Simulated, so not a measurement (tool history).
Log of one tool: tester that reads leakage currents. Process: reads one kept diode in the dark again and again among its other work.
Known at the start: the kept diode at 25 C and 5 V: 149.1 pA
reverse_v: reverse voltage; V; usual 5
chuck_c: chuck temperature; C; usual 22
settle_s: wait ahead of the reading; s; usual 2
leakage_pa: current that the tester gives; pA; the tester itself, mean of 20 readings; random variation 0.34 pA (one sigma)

run	hour	reverse_v	chuck_c	settle_s	leakage_pa
1	0	5	22	2	114.71
2	63.9	5	22	2	113.51
3	140.2	5	22	2	113.03
4	226.7	5	35	2	342.35
5	308.6	5	52	2	1355.94
6	409.2	1.83	22	2	75.51
7	462	1.83	22	2	75.31
8	531.4	5	22	2	109.12
9	630.5	5	22	2	108.3
10	737.4	5	22	2	107.68
11	798.4	5	22	2	106.77
12	882.2	4.45	22	2	100.91
# hour 973.9: chuck's temperature calibrated
13	978.9	4.45	22	2	120.19
14	1034.2	5	34	2	343.75
15	1078	5	34	2	343.39
16	1162	5	34	2	339.69
# hour 1208.2: probe card cleaned and baked
17	1262.3	5	34	2	321.55
18	1359.3	5	34	2	316.92
19	1443	12.74	34	2	424.3
20	1492.7	12.74	34	2	423.79
21	1538.4	1.23	43	0.38	437.24
22	1604.3	6.74	32	2.67	283.41
23	1708.4	2.76	26	1.44	123.78
24	1774.3	1.86	26	5.03	108.8

Run 25 comes next. What will it give?
25	1836.4	1.86	26	5.03	?

{"run 25": {"leakage_pa": 106.44}}
Without the tool's hidden state the same run would have given leakage_pa 119.77 pA.
